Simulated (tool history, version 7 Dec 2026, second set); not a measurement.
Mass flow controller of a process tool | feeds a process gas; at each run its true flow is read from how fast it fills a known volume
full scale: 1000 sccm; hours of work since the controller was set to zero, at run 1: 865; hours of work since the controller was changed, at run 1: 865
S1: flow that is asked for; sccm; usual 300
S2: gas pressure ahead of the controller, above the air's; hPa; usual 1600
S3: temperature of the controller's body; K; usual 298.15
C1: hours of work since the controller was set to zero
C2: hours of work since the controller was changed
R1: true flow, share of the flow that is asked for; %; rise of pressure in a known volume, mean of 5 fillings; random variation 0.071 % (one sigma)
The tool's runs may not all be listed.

run	hour	S1	S2	S3	C1	C2	R1
1	0.0	300	1600	298.15	865	865	99.64
2	252.6	300	1600	298.15	1011	1011	99.85
3	493.0	901	1600	298.15	1149	1149	100.23
4	652.0	300	1600	298.15	1240	1240	99.67
5	871.6	300	1600	298.15	1367	1367	99.75
6	1153.0	300	1600	298.15	1529	1529	99.73
7	1467.9	300	1600	298.15	1710	1710	99.67
8	1676.7	300	1600	298.15	1830	1830	99.76
9	1945.5	300	2250	298.15	1985	1985	99.37
10	2194.3	300	2250	298.15	2128	2128	99.42
11	2356.7	300	1600	298.15	2222	2222	99.74
12	2661.8	300	1600	298.15	2398	2398	99.69
13	2959.2	300	1600	296.15	2569	2569	99.48
14	3150.4	300	1600	296.15	2679	2679	99.48
15	3325.9	300	1600	296.15	2780	2780	99.47
16	3509.8	300	1600	296.15	2886	2886	99.58
17	3779.5	300	1600	296.15	3041	3041	99.49
18	3961.4	300	1600	296.15	3146	3146	99.47
19	4098.1	300	1600	296.15	3224	3224	99.55
20	4370.3	133	1600	310.15	3381	3381	100.79
21	4570.1	300	1960	298.15	3496	3496	99.67
22	4872.0	300	2390	308.15	3670	3670	100.49
23	5150.5	616	1550	308.15	3830	3830	101.24
24	5408.4	685	1600	306.15	3979	3979	100.90
# hour 5552.3: controller's zero set anew
25	5717.1	108	2320	303.15	95	4156	99.93
26	5946.7	894	2320	303.15	227	4288	100.35
27	6201.4	894	2320	303.15	374	4435	100.44
28	6454.8	894	2320	303.15	520	4581	100.41
29	6719.1	200	2240	309.15	672	4733	100.62
30	6927.1	200	1850	309.15	792	4853	100.80
31	7202.8	300	1600	303.15	950	5012	100.36
32	7352.7	212	1980	298.15	1037	5098	99.55
33	7588.0	212	1980	298.15	1172	5233	99.40
# hour 7771.1: controller exchanged for a calibrated one
34	7882.8	120	2330	298.15	64	64	99.23
35	8010.5	534	1600	298.15	138	138	99.98

Hidden state at the last listed run before each entry between runs and at the first one after, where it differs:
Between runs 24 and 25: controller's zero set anew (hour 5552.3)
  flow at rest that the sensor doesn't see, % of full scale: -0.004 -> 0; true flow over the shown one, %: 0.01 -> 0.02
Between runs 33 and 34: controller exchanged for a calibrated one (hour 7771.1)
  flow at rest that the sensor doesn't see, % of full scale: -0.001 -> 0; true flow over the shown one, %: 0.02 -> 0

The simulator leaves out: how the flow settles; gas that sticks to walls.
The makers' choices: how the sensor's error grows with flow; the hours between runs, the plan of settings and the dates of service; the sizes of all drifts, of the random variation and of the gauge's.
